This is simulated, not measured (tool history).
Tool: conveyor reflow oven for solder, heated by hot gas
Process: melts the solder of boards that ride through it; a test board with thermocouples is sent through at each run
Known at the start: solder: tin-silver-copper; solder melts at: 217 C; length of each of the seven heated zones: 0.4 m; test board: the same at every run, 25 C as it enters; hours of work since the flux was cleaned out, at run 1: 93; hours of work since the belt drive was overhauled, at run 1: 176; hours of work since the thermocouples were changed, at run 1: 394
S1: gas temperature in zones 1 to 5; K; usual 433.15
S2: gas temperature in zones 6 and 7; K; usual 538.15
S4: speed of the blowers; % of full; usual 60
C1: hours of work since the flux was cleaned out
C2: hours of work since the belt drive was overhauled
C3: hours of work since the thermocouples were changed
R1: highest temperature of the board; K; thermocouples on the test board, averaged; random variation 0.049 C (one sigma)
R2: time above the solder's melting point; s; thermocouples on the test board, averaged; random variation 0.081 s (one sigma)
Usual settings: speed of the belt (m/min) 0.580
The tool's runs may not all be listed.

run 1 hour=0.0 | S1=433.15 S2=538.15 speed_of_the_belt_(m/min)=0.580 S4=60 | C1=93 C2=176 C3=394 | R1=517.13 R2=48.70
run 2 hour=62.0 | S1=433.15 S2=538.15 speed_of_the_belt_(m/min)=0.580 S4=60 | C1=135 C2=217 C3=435 | R1=517.10 R2=48.57
run 3 hour=137.8 | S1=433.15 S2=538.15 speed_of_the_belt_(m/min)=0.580 S4=60 | C1=185 C2=267 C3=486 | R1=516.95 R2=48.42
-- hour=190.2 flux residue cleaned out of gas plates and filters
run 4 hour=199.1 | S1=433.15 S2=538.15 speed_of_the_belt_(m/min)=0.580 S4=60 | C1=6 C2=305 C3=523 | R1=517.78 R2=49.44
run 5 hour=261.6 | S1=433.15 S2=538.15 speed_of_the_belt_(m/min)=0.580 S4=60 | C1=47 C2=346 C3=565 | R1=517.71 R2=49.39
run 6 hour=353.1 | S1=433.15 S2=538.15 speed_of_the_belt_(m/min)=0.580 S4=60 | C1=108 C2=407 C3=625 | R1=517.54 R2=49.28
-- hour=374.9 thermocouples of zones 6 and 7 changed
run 7 hour=423.3 | S1=433.15 S2=538.15 speed_of_the_belt_(m/min)=0.580 S4=60 | C1=154 C2=452 C3=32 | R1=515.85 R2=47.69
run 8 hour=494.8 | S1=433.15 S2=538.15 speed_of_the_belt_(m/min)=0.580 S4=60 | C1=201 C2=500 C3=80 | R1=515.89 R2=47.51
-- hour=520.5 flux residue cleaned out of gas plates and filters
run 9 hour=539.1 | S1=433.15 S2=538.15 speed_of_the_belt_(m/min)=0.580 S4=60 | C1=12 C2=526 C3=106 | R1=517.07 R2=49.06
run 10 hour=612.4 | S1=433.15 S2=538.15 speed_of_the_belt_(m/min)=0.580 S4=60 | C1=61 C2=575 C3=155 | R1=516.99 R2=49.16
run 11 hour=701.9 | S1=433.15 S2=538.15 speed_of_the_belt_(m/min)=0.580 S4=76 | C1=121 C2=634 C3=214 | R1=520.58 R2=53.72
run 12 hour=756.4 | S1=433.15 S2=544.15 speed_of_the_belt_(m/min)=0.580 S4=60 | C1=157 C2=671 C3=250 | R1=522.06 R2=53.91
run 13 hour=818.3 | S1=433.15 S2=538.15 speed_of_the_belt_(m/min)=0.580 S4=60 | C1=198 C2=712 C3=291 | R1=516.77 R2=48.97
-- hour=852.1 flux residue cleaned out of gas plates and filters
run 14 hour=873.1 | S1=433.15 S2=538.15 speed_of_the_belt_(m/min)=0.580 S4=60 | C1=14 C2=745 C3=324 | R1=517.87 R2=50.17
run 15 hour=948.5 | S1=433.15 S2=538.15 speed_of_the_belt_(m/min)=0.580 S4=60 | C1=64 C2=795 C3=375 | R1=517.74 R2=50.13
run 16 hour=995.6 | S1=428.15 S2=538.15 speed_of_the_belt_(m/min)=0.550 S4=60 | C1=95 C2=826 C3=406 | R1=518.81 R2=52.97
-- hour=1041.1 belt drive overhauled, speed set with a stopwatch
run 17 hour=1058.3 | S1=433.15 S2=551.15 speed_of_the_belt_(m/min)=0.645 S4=60 | C1=134 C2=11 C3=445 | R1=522.85 R2=47.19
run 18 hour=1122.9 | S1=433.15 S2=529.15 speed_of_the_belt_(m/min)=0.556 S4=60 | C1=177 C2=54 C3=488 | R1=510.68 R2=43.29
run 19 hour=1174.6 | S1=441.15 S2=538.15 speed_of_the_belt_(m/min)=0.580 S4=79 | C1=212 C2=89 C3=522 | R1=522.48 R2=57.24
-- hour=1185.2 flux residue cleaned out of gas plates and filters
run 20 hour=1224.3 | S1=445.15 S2=545.15 speed_of_the_belt_(m/min)=0.653 S4=60 | C1=26 C2=118 C3=552 | R1=521.34 R2=49.03
run 21 hour=1306.9 | S1=427.15 S2=538.15 speed_of_the_belt_(m/min)=0.511 S4=63 | C1=81 C2=173 C3=607 | R1=522.02 R2=59.99
-- hour=1355.3 thermocouples of zones 6 and 7 changed
run 22 hour=1374.0 | S1=427.15 S2=538.15 speed_of_the_belt_(m/min)=0.679 S4=52 | C1=124 C2=217 C3=12 | R1=504.95 R2=24.67
run 23 hour=1413.9 | S1=433.15 S2=527.15 speed_of_the_belt_(m/min)=0.578 S4=60 | C1=151 C2=243 C3=39 | R1=507.16 R2=36.63
run 24 hour=1493.5 | S1=433.15 S2=527.15 speed_of_the_belt_(m/min)=0.578 S4=60 | C1=203 C2=296 C3=92 | R1=507.16 R2=36.56
-- hour=1520.3 flux residue cleaned out of gas plates and filters
run 25 hour=1546.2 | S1=433.15 S2=527.15 speed_of_the_belt_(m/min)=0.578 S4=60 | C1=17 C2=328 C3=124 | R1=507.89 R2=38.14
run 26 hour=1596.0 | S1=433.15 S2=527.15 speed_of_the_belt_(m/min)=0.578 S4=60 | C1=50 C2=361 C3=157 | R1=507.90 R2=38.07
run 27 hour=1633.5 | S1=431.15 S2=537.15 speed_of_the_belt_(m/min)=0.580 S4=60 | C1=75 C2=386 C3=182 | R1=515.85 R2=46.69
run 28 hour=1726.5 | S1=433.15 S2=550.15 speed_of_the_belt_(m/min)=0.580 S4=60 | C1=137 C2=448 C3=243 | R1=527.32 R2=58.04
run 29 hour=1778.9 | S1=446.15 S2=540.15 speed_of_the_belt_(m/min)=0.580 S4=60 | C1=172 C2=482 C3=278 | R1=521.38 R2=57.67
run 30 hour=1825.1 | S1=446.15 S2=540.15 speed_of_the_belt_(m/min)=0.676 S4=60 | C1=202 C2=513 C3=309 | R1=515.36 R2=42.49

How the hidden state differs across the entries between the runs, from the last listed run before each to the first after it:
Between runs 3 and 4: flux residue cleaned out of gas plates and filters (hour 190.2)
  heat that the gas passes to the board, % of a clean oven's: 96.5 -> 98.8; belt's true speed, % of the reading: 99.24 -> 99.14; true gas temperature in zones 6 and 7 over the reading, C: 1.35 -> 1.45
  measured less the result without the state, R1: +0.54 -> +1.27 K; R2: +0.72 -> +1.73 s
Between runs 6 and 7: thermocouples of zones 6 and 7 changed (hour 374.9)
  heat that the gas passes to the board, % of a clean oven's: 97 -> 96.2; belt's true speed, % of the reading: 98.87 -> 98.76; true gas temperature in zones 6 and 7 over the reading, C: 1.73 -> -0.03
  measured less the result without the state, R1: +1.14 -> -0.50 K; R2: +1.62 -> -0.08 s
Between runs 8 and 9: flux residue cleaned out of gas plates and filters (hour 520.5)
  heat that the gas passes to the board, % of a clean oven's: 95.4 -> 99.5; belt's true speed, % of the reading: 98.65 -> 98.59; true gas temperature in zones 6 and 7 over the reading, C: 0.11 -> 0.19
  measured less the result without the state, R1: -0.56 -> +0.59 K; R2: -0.14 -> +1.44 s
Between runs 13 and 14: flux residue cleaned out of gas plates and filters (hour 852.1)
  heat that the gas passes to the board, % of a clean oven's: 96.2 -> 99.5; belt's true speed, % of the reading: 98.11 -> 98.02; true gas temperature in zones 6 and 7 over the reading, C: 0.72 -> 0.82
  measured less the result without the state, R1: +0.38 -> +1.36 K; R2: +1.24 -> +2.59 s
Between runs 16 and 17: belt drive overhauled, speed set with a stopwatch (hour 1041.1)
  heat that the gas passes to the board, % of a clean oven's: 98.1 -> 97.4; belt's true speed, % of the reading: 97.82 -> 100.07; true gas temperature in zones 6 and 7 over the reading, C: 1.04 -> 1.16
  measured less the result without the state, R1: +1.28 -> +0.11 K; R2: +2.59 -> -0.09 s
Between runs 19 and 20: flux residue cleaned out of gas plates and filters (hour 1185.2)
  heat that the gas passes to the board, % of a clean oven's: 96.1 -> 99.4; belt's true speed, % of the reading: 99.87 -> 99.79; true gas temperature in zones 6 and 7 over the reading, C: 1.4 -> 1.48
  measured less the result without the state, R1: +0.25 -> +1.15 K; R2: -0.05 -> +1.06 s
Between runs 21 and 22: thermocouples of zones 6 and 7 changed (hour 1355.3)
  heat that the gas passes to the board, % of a clean oven's: 98.4 -> 97.7; belt's true speed, % of the reading: 99.64 -> 99.53; true gas temperature in zones 6 and 7 over the reading, C: 1.65 -> 0.29
  measured less the result without the state, R1: +1.24 -> -0.22 K; R2: +1.32 -> -0.26 s
Between runs 24 and 25: flux residue cleaned out of gas plates and filters (hour 1520.3)
  heat that the gas passes to the board, % of a clean oven's: 96.4 -> 99.4; belt's true speed, % of the reading: 99.33 -> 99.25; true gas temperature in zones 6 and 7 over the reading, C: 0.52 -> 0.61
  measured less the result without the state, R1: -0.18 -> +0.66 K; R2: -0.26 -> +1.24 s

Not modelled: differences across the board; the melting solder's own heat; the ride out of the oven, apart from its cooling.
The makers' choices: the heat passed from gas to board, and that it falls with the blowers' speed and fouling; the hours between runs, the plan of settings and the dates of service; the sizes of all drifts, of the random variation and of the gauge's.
